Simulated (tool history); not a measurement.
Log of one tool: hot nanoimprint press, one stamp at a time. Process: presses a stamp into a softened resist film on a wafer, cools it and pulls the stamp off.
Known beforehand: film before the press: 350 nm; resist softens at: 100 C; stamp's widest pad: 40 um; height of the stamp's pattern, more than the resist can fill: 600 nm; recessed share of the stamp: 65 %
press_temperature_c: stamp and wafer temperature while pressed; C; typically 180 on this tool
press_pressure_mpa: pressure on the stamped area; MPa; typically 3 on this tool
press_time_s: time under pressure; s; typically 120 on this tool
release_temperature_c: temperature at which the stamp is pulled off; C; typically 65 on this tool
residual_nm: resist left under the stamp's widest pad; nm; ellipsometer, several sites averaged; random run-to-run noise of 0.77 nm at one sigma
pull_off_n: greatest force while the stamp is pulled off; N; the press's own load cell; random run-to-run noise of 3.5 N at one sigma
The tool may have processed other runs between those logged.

{"run": 1, "day": 0.0, "press_temperature_c": 180, "press_pressure_mpa": 3, "press_time_s": 120, "release_temperature_c": 65, "residual_nm": 160.4, "pull_off_n": 182}
{"run": 2, "day": 1.271, "press_temperature_c": 180, "press_pressure_mpa": 2.9, "press_time_s": 120, "release_temperature_c": 65, "residual_nm": 161.9, "pull_off_n": 194}
{"run": 3, "day": 1.854, "press_temperature_c": 180, "press_pressure_mpa": 2.9, "press_time_s": 120, "release_temperature_c": 65, "residual_nm": 162.3, "pull_off_n": 197}
{"run": 4, "day": 2.371, "press_temperature_c": 180, "press_pressure_mpa": 3, "press_time_s": 120, "release_temperature_c": 65, "residual_nm": 160, "pull_off_n": 191}
{"run": 5, "day": 3.092, "press_temperature_c": 180, "press_pressure_mpa": 3, "press_time_s": 120, "release_temperature_c": 65, "residual_nm": 160.4, "pull_off_n": 207}
{"run": 6, "day": 4.308, "press_temperature_c": 180, "press_pressure_mpa": 3, "press_time_s": 120, "release_temperature_c": 65, "residual_nm": 160.5, "pull_off_n": 212}
{"day": 5.104, "done": "stamp cleaned and given a new release coat"}
{"run": 7, "day": 5.7, "press_temperature_c": 180, "press_pressure_mpa": 3, "press_time_s": 120, "release_temperature_c": 65, "residual_nm": 160.4, "pull_off_n": 172}
{"run": 8, "day": 6.858, "press_temperature_c": 175, "press_pressure_mpa": 3, "press_time_s": 120, "release_temperature_c": 65, "residual_nm": 182.3, "pull_off_n": 175}
{"day": 7.725, "done": "plate thermocouple calibrated"}
{"run": 9, "day": 7.912, "press_temperature_c": 175, "press_pressure_mpa": 3, "press_time_s": 120, "release_temperature_c": 65, "residual_nm": 181.1, "pull_off_n": 188}
{"run": 10, "day": 9.033, "press_temperature_c": 175, "press_pressure_mpa": 3, "press_time_s": 120, "release_temperature_c": 65, "residual_nm": 180.8, "pull_off_n": 186}
{"run": 11, "day": 9.725, "press_temperature_c": 175, "press_pressure_mpa": 3, "press_time_s": 120, "release_temperature_c": 65, "residual_nm": 181.6, "pull_off_n": 200}
{"day": 10.371, "done": "plate thermocouple calibrated, once more"}
{"run": 12, "day": 10.396, "press_temperature_c": 180, "press_pressure_mpa": 3, "press_time_s": 188, "release_temperature_c": 65, "residual_nm": 140.8, "pull_off_n": 206}
{"run": 13, "day": 11.458, "press_temperature_c": 180, "press_pressure_mpa": 3, "press_time_s": 105, "release_temperature_c": 65, "residual_nm": 173.3, "pull_off_n": 205}
{"run": 14, "day": 12.342, "press_temperature_c": 180, "press_pressure_mpa": 3, "press_time_s": 105, "release_temperature_c": 65, "residual_nm": 172.3, "pull_off_n": 215}
{"day": 12.65, "done": "stamp cleaned and given a new release coat"}
{"run": 15, "day": 13.388, "press_temperature_c": 180, "press_pressure_mpa": 3, "press_time_s": 90, "release_temperature_c": 63, "residual_nm": 181.7, "pull_off_n": 177}
{"run": 16, "day": 14.408, "press_temperature_c": 180, "press_pressure_mpa": 3, "press_time_s": 90, "release_temperature_c": 63, "residual_nm": 180.3, "pull_off_n": 182}
{"run": 17, "day": 15.325, "press_temperature_c": 180, "press_pressure_mpa": 3, "press_time_s": 90, "release_temperature_c": 51, "residual_nm": 182.7, "pull_off_n": 219}
{"run": 18, "day": 15.896, "press_temperature_c": 180, "press_pressure_mpa": 3, "press_time_s": 90, "release_temperature_c": 51, "residual_nm": 177.8, "pull_off_n": 224}
{"run": 19, "day": 16.812, "press_temperature_c": 177, "press_pressure_mpa": 2.75, "press_time_s": 178, "release_temperature_c": 55, "residual_nm": 163.6, "pull_off_n": 222}
{"run": 20, "day": 17.342, "press_temperature_c": 177, "press_pressure_mpa": 2.75, "press_time_s": 178, "release_temperature_c": 55, "residual_nm": 163.8, "pull_off_n": 219}
{"run": 21, "day": 18.596, "press_temperature_c": 177, "press_pressure_mpa": 2.08, "press_time_s": 228, "release_temperature_c": 55, "residual_nm": 172.9, "pull_off_n": 230}
{"day": 19.954, "done": "stamp cleaned and given a new release coat"}
{"run": 22, "day": 20.004, "press_temperature_c": 177, "press_pressure_mpa": 2.08, "press_time_s": 228, "release_temperature_c": 55, "residual_nm": 170, "pull_off_n": 192}
{"run": 23, "day": 20.958, "press_temperature_c": 180, "press_pressure_mpa": 3, "press_time_s": 120, "release_temperature_c": 58, "residual_nm": 163.1, "pull_off_n": 182}

Branching from run 23: 5 alternative next runs. What would each branch give?
{"run": "A", "day": 21.504, "press_temperature_c": 180, "press_pressure_mpa": 2.73, "press_time_s": 187, "release_temperature_c": 65, "residual_nm": "?", "pull_off_n": "?"}
{"run": "B", "day": 21.504, "press_temperature_c": 169, "press_pressure_mpa": 3, "press_time_s": 120, "release_temperature_c": 60, "residual_nm": "?", "pull_off_n": "?"}
{"run": "C", "day": 21.504, "press_temperature_c": 180, "press_pressure_mpa": 4.38, "press_time_s": 205, "release_temperature_c": 65, "residual_nm": "?", "pull_off_n": "?"}
{"run": "D", "day": 21.504, "press_temperature_c": 172, "press_pressure_mpa": 3, "press_time_s": 72, "release_temperature_c": 53, "residual_nm": "?", "pull_off_n": "?"}
{"run": "E", "day": 21.504, "press_temperature_c": 180, "press_pressure_mpa": 2.59, "press_time_s": 120, "release_temperature_c": 58, "residual_nm": "?", "pull_off_n": "?"}

run=A residual_nm=147.2 pull_off_n=171
run=B residual_nm=216.6 pull_off_n=192
run=C residual_nm=109.6 pull_off_n=177
run=D residual_nm=233.6 pull_off_n=192
run=E residual_nm=175.4 pull_off_n=196
Had the tool no hidden state, the same runs would have come out as:
run=A residual_nm=148.3 pull_off_n=162
run=B residual_nm=218.1 pull_off_n=181
run=C residual_nm=109.8 pull_off_n=168
run=D residual_nm=235 pull_off_n=181
run=E residual_nm=176.7 pull_off_n=185

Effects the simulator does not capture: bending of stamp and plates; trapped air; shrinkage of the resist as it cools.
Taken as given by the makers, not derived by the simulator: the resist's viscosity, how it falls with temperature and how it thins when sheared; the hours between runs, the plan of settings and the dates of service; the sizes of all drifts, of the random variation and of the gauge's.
